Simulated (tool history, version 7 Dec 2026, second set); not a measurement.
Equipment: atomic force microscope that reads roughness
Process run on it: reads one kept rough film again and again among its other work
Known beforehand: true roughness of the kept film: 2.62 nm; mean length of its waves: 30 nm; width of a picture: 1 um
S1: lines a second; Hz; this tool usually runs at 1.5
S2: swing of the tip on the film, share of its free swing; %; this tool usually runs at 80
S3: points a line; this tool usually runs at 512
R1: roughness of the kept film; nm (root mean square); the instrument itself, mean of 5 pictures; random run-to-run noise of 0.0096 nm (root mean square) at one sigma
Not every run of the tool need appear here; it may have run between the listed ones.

Run 1, day 0: usual settings. Result: R1 2.157 nm (root mean square).
Run 2, day 2.733: usual settings. Result: R1 2.021 nm (root mean square).
Run 3, day 5.442: usual settings but S2 87 %. Result: R1 1.834 nm (root mean square).
At day 6.479: new tip fitted.
Run 4, day 6.988: usual settings but S2 87 %. Result: R1 2.049 nm (root mean square).
Run 5, day 8.717: usual settings but S2 61 %. Result: R1 2.176 nm (root mean square).
Run 6, day 11.279: usual settings but S1 2.02 Hz. Result: R1 1.87 nm (root mean square).
At day 13.05: new tip fitted.
Run 7, day 14.033: usual settings but S2 72 %. Result: R1 2.167 nm (root mean square).
Run 8, day 15.558: usual settings but S2 72 %. Result: R1 2.097 nm (root mean square).
Run 9, day 17.8: usual settings but S2 72 %. Result: R1 2.002 nm (root mean square).
At day 19.621: new tip fitted.
Run 10, day 19.821: usual settings but S2 72 %. Result: R1 2.208 nm (root mean square).
Run 11, day 22.379: usual settings. Result: R1 1.991 nm (root mean square).
At day 22.704: height scale calibrated on a step standard.
Run 12, day 24.554: usual settings. Result: R1 1.95 nm (root mean square).
At day 26.288: new tip fitted.
Run 13, day 27.467: usual settings. Result: R1 2.165 nm (root mean square).
Run 14, day 30.021: usual settings. Result: R1 2.016 nm (root mean square).
Run 15, day 32.675: usual settings. Result: R1 1.925 nm (root mean square).
At day 32.942: new tip fitted.
Run 16, day 35.367: usual settings. Result: R1 2.073 nm (root mean square).
Run 17, day 37.483: usual settings. Result: R1 1.96 nm (root mean square).
Run 18, day 39.238: usual settings. Result: R1 1.892 nm (root mean square).
At day 39.504: new tip fitted.
Run 19, day 41.879: usual settings. Result: R1 2.087 nm (root mean square).
Run 20, day 44.012: usual settings. Result: R1 1.983 nm (root mean square).
At day 46.017: new tip fitted.
Run 21, day 46.592: usual settings. Result: R1 2.117 nm (root mean square).
Run 22, day 49.246: usual settings but S1 0.52 Hz, S3 397. Result: R1 2.134 nm (root mean square).
Run 23, day 52.096: usual settings but S1 0.84 Hz, S3 635. Result: R1 1.966 nm (root mean square).
At day 52.675: new tip fitted.
Run 24, day 53.85: usual settings but S1 0.84 Hz, S3 635. Result: R1 2.211 nm (root mean square).
Run 25, day 56.538: usual settings but S1 0.84 Hz, S2 74 %, S3 635. Result: R1 2.114 nm (root mean square).
Run 26, day 58.225: usual settings but S1 0.84 Hz, S2 74 %, S3 635. Result: R1 2.042 nm (root mean square).
At day 59.238: new tip fitted.
Run 27, day 59.471: usual settings but S1 2.05 Hz, S2 74 %, S3 635. Result: R1 2.145 nm (root mean square).
Run 28, day 60.946: usual settings but S1 2.05 Hz, S2 62 %, S3 987. Result: R1 2.193 nm (root mean square).
Run 29, day 63.717: usual settings but S1 2.05 Hz, S2 62 %, S3 987. Result: R1 2.063 nm (root mean square).
Run 30, day 65.05: usual settings but S1 2.05 Hz, S2 62 %, S3 987. Result: R1 2.017 nm (root mean square).
At day 65.738: new tip fitted.
Run 31, day 66.45: usual settings but S1 1.1 Hz, S2 56 %, S3 508. Result: R1 2.3 nm (root mean square).
Run 32, day 67.679: usual settings but S1 1.1 Hz, S2 56 %, S3 508. Result: R1 2.245 nm (root mean square).
Run 33, day 69.533: usual settings but S1 1.01 Hz, S2 56 %, S3 744. Result: R1 2.138 nm (root mean square).
Run 34, day 71.767: usual settings but S1 0.86 Hz, S2 56 %, S3 642. Result: R1 2.074 nm (root mean square).
At day 72.275: new tip fitted.
Run 35, day 74.483: usual settings but S1 0.86 Hz, S2 58 %, S3 379. Result: R1 2.196 nm (root mean square).
Run 36, day 76.05: usual settings but S1 0.86 Hz, S2 58 %, S3 379. Result: R1 2.147 nm (root mean square).
Run 37, day 77.425: usual settings but S1 0.86 Hz, S2 58 %, S3 379. Result: R1 2.084 nm (root mean square).
At day 78.888: new tip fitted.
Run 38, day 80.258: usual settings but S1 0.69 Hz, S2 88 %. Result: R1 2.141 nm (root mean square).
Run 39, day 82.775: usual settings but S1 0.69 Hz, S2 88 %. Result: R1 2.018 nm (root mean square).
Run 40, day 84.833: usual settings but S1 0.93 Hz, S2 56 %, S3 552. Result: R1 2.042 nm (root mean square).
At day 85.354: new tip fitted.
Run 41, day 86.325: usual settings but S1 0.93 Hz, S2 56 %, S3 552. Result: R1 2.253 nm (root mean square).
Run 42, day 88.621: usual settings but S1 0.64 Hz, S3 934. Result: R1 2.084 nm (root mean square).

Here are 3 independent what-if runs from the current tool condition. What would each one return?
At day 89.8: height scale calibrated on a step standard.
Run A, day 90.321: usual settings but S1 1.17 Hz, S3 942. Result: R1 ?.
At day 89.8: height scale calibrated on a step standard.
Run B, day 90.321: usual settings but S1 0.64 Hz, S3 272. Result: R1 ?.
At day 89.8: height scale calibrated on a step standard.
Run C, day 90.321: usual settings but S1 2.89 Hz, S2 75 %, S3 807. Result: R1 ?.

run     R1
  A  2.001
  B  2.033
  C  1.868
The same runs, with their run-to-run variation unchanged, on a tool lacking any hidden condition would have given:
run     R1
  A  2.242
  B  2.279
  C  2.092
